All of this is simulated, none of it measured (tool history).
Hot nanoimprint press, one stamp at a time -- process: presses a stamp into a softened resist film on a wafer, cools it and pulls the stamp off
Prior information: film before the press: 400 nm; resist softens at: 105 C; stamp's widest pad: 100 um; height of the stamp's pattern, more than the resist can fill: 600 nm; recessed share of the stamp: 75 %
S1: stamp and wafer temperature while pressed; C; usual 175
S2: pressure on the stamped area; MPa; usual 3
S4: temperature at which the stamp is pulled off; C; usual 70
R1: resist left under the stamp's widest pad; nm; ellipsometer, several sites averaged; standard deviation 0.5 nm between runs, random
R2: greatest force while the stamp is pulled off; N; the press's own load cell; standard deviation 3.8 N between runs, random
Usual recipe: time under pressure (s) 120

run 1 hour=0 | S1=175 S2=3 time_under_pressure_(s)=120 S4=70 | R1=143 R2=260
-- hour=46.6 stamp cleaned and given a new release coat
run 2 hour=54.9 | S1=175 S2=3 time_under_pressure_(s)=120 S4=70 | R1=142.3 R2=188
run 3 hour=114 | S1=175 S2=3 time_under_pressure_(s)=120 S4=65 | R1=143.5 R2=214
run 4 hour=182.2 | S1=175 S2=3 time_under_pressure_(s)=120 S4=65 | R1=145.5 R2=224
run 5 hour=263.7 | S1=175 S2=4.48 time_under_pressure_(s)=120 S4=65 | R1=117.8 R2=242
run 6 hour=315.1 | S1=175 S2=4.48 time_under_pressure_(s)=120 S4=65 | R1=117.6 R2=249
run 7 hour=390.9 | S1=175 S2=4.48 time_under_pressure_(s)=76 S4=65 | R1=140.1 R2=263
run 8 hour=442.3 | S1=175 S2=4.48 time_under_pressure_(s)=76 S4=65 | R1=141.2 R2=264
run 9 hour=480.5 | S1=175 S2=3 time_under_pressure_(s)=150 S4=70 | R1=136.9 R2=256
-- hour=487.8 plate thermocouple calibrated
run 10 hour=566 | S1=175 S2=3 time_under_pressure_(s)=120 S4=70 | R1=150.4 R2=261
-- hour=619 stamp cleaned and given a new release coat
run 11 hour=632 | S1=175 S2=3 time_under_pressure_(s)=120 S4=70 | R1=151.1 R2=191
run 12 hour=674.1 | S1=175 S2=3 time_under_pressure_(s)=120 S4=70 | R1=152 R2=194
-- hour=688.4 plate thermocouple calibrated, once more
run 13 hour=724 | S1=175 S2=3 time_under_pressure_(s)=180 S4=70 | R1=125.8 R2=205
run 14 hour=781.2 | S1=175 S2=3 time_under_pressure_(s)=180 S4=70 | R1=125.2 R2=206
-- hour=811 press's hydraulic seals changed and the load cell set to zero
run 15 hour=834.1 | S1=175 S2=3 time_under_pressure_(s)=221 S4=70 | R1=112.2 R2=215
run 16 hour=894.5 | S1=175 S2=2.26 time_under_pressure_(s)=221 S4=74 | R1=132.3 R2=204
run 17 hour=979.8 | S1=185 S2=4.16 time_under_pressure_(s)=210 S4=70 | R1=70.2 R2=244
run 18 hour=1034.4 | S1=185 S2=4.13 time_under_pressure_(s)=120 S4=72 | R1=88.9 R2=232
run 19 hour=1070.6 | S1=185 S2=4.13 time_under_pressure_(s)=71 S4=74 | R1=108.1 R2=232
run 20 hour=1157.4 | S1=185 S2=4.13 time_under_pressure_(s)=71 S4=74 | R1=109.3 R2=248
-- hour=1198.5 stamp cleaned and given a new release coat
run 21 hour=1198.5 | S1=175 S2=3 time_under_pressure_(s)=120 S4=75 | R1=145.2 R2=164
run 22 hour=1270.1 | S1=163 S2=3 time_under_pressure_(s)=120 S4=62 | R1=210.9 R2=226
-- hour=1308.3 plate thermocouple calibrated
run 23 hour=1327.4 | S1=163 S2=3 time_under_pressure_(s)=120 S4=62 | R1=206.2 R2=219
run 24 hour=1383.4 | S1=163 S2=2.84 time_under_pressure_(s)=120 S4=62 | R1=212.9 R2=250
run 25 hour=1436.2 | S1=163 S2=2.84 time_under_pressure_(s)=120 S4=62 | R1=213.6 R2=253
run 26 hour=1495.2 | S1=175 S2=3.55 time_under_pressure_(s)=120 S4=70 | R1=131.7 R2=234
run 27 hour=1553.5 | S1=166 S2=2.69 time_under_pressure_(s)=99 S4=74 | R1=214.8 R2=215
run 28 hour=1590.2 | S1=175 S2=3.78 time_under_pressure_(s)=120 S4=56 | R1=128 R2=298
run 29 hour=1630.2 | S1=175 S2=3 time_under_pressure_(s)=120 S4=63 | R1=145.4 R2=280

Predict each of these 3 candidate next runs independently; none follows another, all start after run 29:
run A hour=1680.8 | S1=175 S2=2.99 time_under_pressure_(s)=120 S4=61 | R1=? R2=?
run B hour=1680.8 | S1=175 S2=1.98 time_under_pressure_(s)=120 S4=75 | R1=? R2=?
run C hour=1680.8 | S1=180 S2=2.36 time_under_pressure_(s)=211 S4=70 | R1=? R2=?

run=A R1=146.4 R2=306
run=B R1=183.3 R2=231
run=C R1=116.5 R2=258
Had the tool no hidden state, the same runs would have come out as:
run=A R1=140 R2=216
run=B R1=176.9 R2=162
run=C R1=111.9 R2=182

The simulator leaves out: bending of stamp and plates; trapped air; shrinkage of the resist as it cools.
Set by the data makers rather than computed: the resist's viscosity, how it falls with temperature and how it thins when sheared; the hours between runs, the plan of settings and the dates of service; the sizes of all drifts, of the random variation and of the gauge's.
